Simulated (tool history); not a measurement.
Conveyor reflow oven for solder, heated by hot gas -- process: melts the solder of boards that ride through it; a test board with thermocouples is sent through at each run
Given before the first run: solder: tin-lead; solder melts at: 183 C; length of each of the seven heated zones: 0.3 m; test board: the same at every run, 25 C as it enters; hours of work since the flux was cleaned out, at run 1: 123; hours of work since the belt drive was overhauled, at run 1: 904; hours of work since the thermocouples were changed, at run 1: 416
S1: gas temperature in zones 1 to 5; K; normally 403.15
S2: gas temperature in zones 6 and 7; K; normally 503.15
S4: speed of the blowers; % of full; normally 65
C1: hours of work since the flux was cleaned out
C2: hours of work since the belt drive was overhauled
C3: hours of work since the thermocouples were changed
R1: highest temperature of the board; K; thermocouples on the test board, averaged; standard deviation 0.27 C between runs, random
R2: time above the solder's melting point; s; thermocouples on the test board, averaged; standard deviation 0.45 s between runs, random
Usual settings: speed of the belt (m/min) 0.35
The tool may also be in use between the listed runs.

Run 1, hour 0: usual settings; C1 123; C2 904; C3 416. Result: R1 485.35 K, R2 66.8 s.
Run 2, hour 32.6: usual settings; C1 144; C2 926; C3 437. Result: R1 485.15 K, R2 67.6 s.
Run 3, hour 56.7: usual settings; C1 160; C2 941; C3 453. Result: R1 484.75 K, R2 67.3 s.
Run 4, hour 81: usual settings but S2 496.15 K; C1 176; C2 957; C3 469. Result: R1 479.15 K, R2 58.9 s.
Run 5, hour 101.5: usual settings; C1 189; C2 971; C3 482. Result: R1 484.85 K, R2 66.8 s.
Run 6, hour 128.4: usual settings but S4 70 % of full; C1 207; C2 988; C3 500. Result: R1 486.35 K, R2 69.1 s.
At hour 144.1: belt drive overhauled, speed set with a stopwatch.
Run 7, hour 170.4: usual settings but S4 70 % of full; C1 232; C2 17; C3 525. Result: R1 485.75 K, R2 67.6 s.
Run 8, hour 199.1: usual settings but S4 70 % of full; C1 251; C2 36; C3 544. Result: R1 485.85 K, R2 67.6 s.
Run 9, hour 234.3: usual settings but S4 51 % of full; C1 274; C2 59; C3 566. Result: R1 479.85 K, R2 57 s.
Run 10, hour 271.7: usual settings but speed of the belt (m/min) 0.311, S4 77 % of full; C1 298; C2 83; C3 591. Result: R1 490.65 K, R2 84.2 s.
Run 11, hour 296.9: usual settings but S1 393.15 K, speed of the belt (m/min) 0.335, S4 66 % of full; C1 314; C2 100; C3 607. Result: R1 483.75 K, R2 63.7 s.
Run 12, hour 336.8: usual settings but S1 408.15 K, S2 508.15 K, speed of the belt (m/min) 0.381, S4 78 % of full; C1 340; C2 126; C3 633. Result: R1 488.45 K, R2 67 s.
Run 13, hour 377.4: usual settings but S1 408.15 K, S2 498.15 K, speed of the belt (m/min) 0.386, S4 71 % of full; C1 367; C2 152; C3 660. Result: R1 477.85 K, R2 53.1 s.
Run 14, hour 398.8: usual settings but S1 408.15 K, S2 498.15 K, speed of the belt (m/min) 0.337, S4 83 % of full; C1 381; C2 166; C3 674. Result: R1 484.85 K, R2 72.8 s.
Run 15, hour 423.1: usual settings but S1 408.15 K, S2 498.15 K, speed of the belt (m/min) 0.337, S4 83 % of full; C1 397; C2 182; C3 690. Result: R1 485.15 K, R2 73.1 s.
Run 16, hour 464.6: usual settings but S1 391.15 K, S2 493.15 K, speed of the belt (m/min) 0.315, S4 77 % of full; C1 424; C2 209; C3 717. Result: R1 478.75 K, R2 61.8 s.
At hour 480.9: flux residue cleaned out of gas plates and filters.
Run 17, hour 512.5: usual settings but S4 89 % of full; C1 21; C2 237; C3 745. Result: R1 492.25 K, R2 77.3 s.

Forecast each of these 3 alternatives for the next run:
Run A, hour 531.7: usual settings but S1 392.15 K, speed of the belt (m/min) 0.344, S4 75 % of full; C1 33; C2 250; C3 757. Result: R1 ?, R2 ?.
Run B, hour 531.7: usual settings but S1 390.15 K, speed of the belt (m/min) 0.347, S4 57 % of full; C1 33; C2 250; C3 757. Result: R1 ?, R2 ?.
Run C, hour 531.7: usual settings but S1 415.15 K, speed of the belt (m/min) 0.348, S4 55 % of full; C1 33; C2 250; C3 757. Result: R1 ?, R2 ?.

run      R1    R2
  A  488.25  68.3
  B  482.15  57.5
  C  486.55  73.3
Take away the tool's hidden state, keep each run's random variation, and the runs would have read:
run      R1    R2
  A  485.95  65.6
  B  479.85  54.2
  C  484.25  70.3
